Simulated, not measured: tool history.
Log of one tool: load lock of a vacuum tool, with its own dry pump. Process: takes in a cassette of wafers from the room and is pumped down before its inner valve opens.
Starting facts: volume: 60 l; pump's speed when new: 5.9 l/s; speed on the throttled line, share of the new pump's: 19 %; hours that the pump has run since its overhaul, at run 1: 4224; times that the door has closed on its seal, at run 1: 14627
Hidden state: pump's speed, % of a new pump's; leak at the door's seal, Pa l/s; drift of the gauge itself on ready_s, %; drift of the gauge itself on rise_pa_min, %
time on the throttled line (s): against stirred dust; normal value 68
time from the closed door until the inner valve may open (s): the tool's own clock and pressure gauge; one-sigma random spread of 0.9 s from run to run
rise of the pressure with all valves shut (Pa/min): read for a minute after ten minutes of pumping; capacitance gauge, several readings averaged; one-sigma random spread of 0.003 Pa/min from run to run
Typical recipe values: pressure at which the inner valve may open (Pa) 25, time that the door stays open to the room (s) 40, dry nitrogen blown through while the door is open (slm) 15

| run | hour | time on the throttled line (s) | pressure at which the inner valve may open (Pa) | time that the door stays open to the room (s) | dry nitrogen blown through while the door is open (slm) | hours that the pump has run since its overhaul | times that the door has closed on its seal | incoming humidity of the room's air, % | time from the closed door until the inner valve may open (s) | rise of the pressure with all valves shut (Pa/min) |
|---|---|---|---|---|---|---|---|---|---|---|
| 1 | 0.0 | 68 | 25 | 40 | 15 | 4224 | 14627 | 43.3 | 144.8 | 0.061 |
| 2 | 331.0 | 68 | 25 | 40 | 15 | 4555 | 15164 | 47.5 | 144.8 | 0.069 |
| 3 | 738.2 | 68 | 25 | 40 | 15 | 4962 | 15823 | 48.2 | 145.5 | 0.081 |
| 4 | 1058.3 | 68 | 43 | 40 | 15 | 5282 | 16342 | 45.8 | 139.5 | 0.078 |
| 5 | 1371.3 | 68 | 43 | 40 | 15 | 5595 | 16849 | 43.7 | 139.9 | 0.077 |
| 6 | 1837.8 | 68 | 25 | 40 | 15 | 6062 | 17605 | 44.6 | 147.4 | 0.084 |
| 7 | 2494.6 | 68 | 25 | 40 | 15 | 6718 | 18669 | 46.6 | 148.7 | 0.089 |
| 8 | 3189.5 | 68 | 25 | 40 | 21 | 7413 | 19795 | 46.3 | 149.9 | 0.091 |
| 9 | 3692.4 | 68 | 25 | 40 | 15 | 7916 | 20610 | 47.8 | 147.3 | 0.101 |
| 10 | 4324.3 | 68 | 25 | 40 | 15 | 8548 | 21634 | 43.3 | 149.9 | 0.105 |
| 11 | 4960.5 | 68 | 22 | 40 | 15 | 9184 | 22665 | 46.0 | 150.5 | 0.114 |
| 12 | 5553.0 | 68 | 31 | 70 | 15 | 9777 | 23624 | 42.0 | 149.1 | 0.126 |
| 13 | 6219.7 | 68 | 31 | 70 | 15 | 10443 | 24705 | 45.0 | 149.4 | 0.129 |
| 14 | 6863.1 | 51 | 28 | 31 | 15 | 11087 | 25747 | 44.3 | 138.6 | 0.123 |
| 15 | 7506.2 | 51 | 28 | 31 | 15 | 11730 | 26789 | 43.3 | 138.6 | 0.136 |
| 16 | 7829.2 | 68 | 25 | 35 | 9 | 12053 | 27312 | 44.8 | 153.0 | 0.148 |
| 17 | 8173.7 | 78 | 25 | 40 | 15 | 12397 | 27871 | 44.9 | 161.5 | 0.146 |

Here are 3 independent what-if runs from the current tool condition. What would each one return?
| A | 8699.7 | 101 | 27 | 77 | 15 | 12923 | 28723 | 42.5 | ? | ? |
| B | 8699.7 | 130 | 45 | 54 | 15 | 12923 | 28723 | 46.9 | ? | ? |
| C | 8699.7 | 78 | 45 | 104 | 15 | 12923 | 28723 | 44.6 | ? | ? |

| run | time from the closed door until the inner valve may open (s) | rise of the pressure with all valves shut (Pa/min) |
|---|---|---|
| A | 180.3 | 0.155 |
| B | 196.5 | 0.152 |
| C | 155.2 | 0.162 |
Stripped of hidden state, with their random variation kept, the same runs would have yielded:
| run | time from the closed door until the inner valve may open (s) | rise of the pressure with all valves shut (Pa/min) |
|---|---|---|
| A | 166.9 | 0.016 |
| B | 185.3 | 0.016 |
| C | 142.1 | 0.028 |
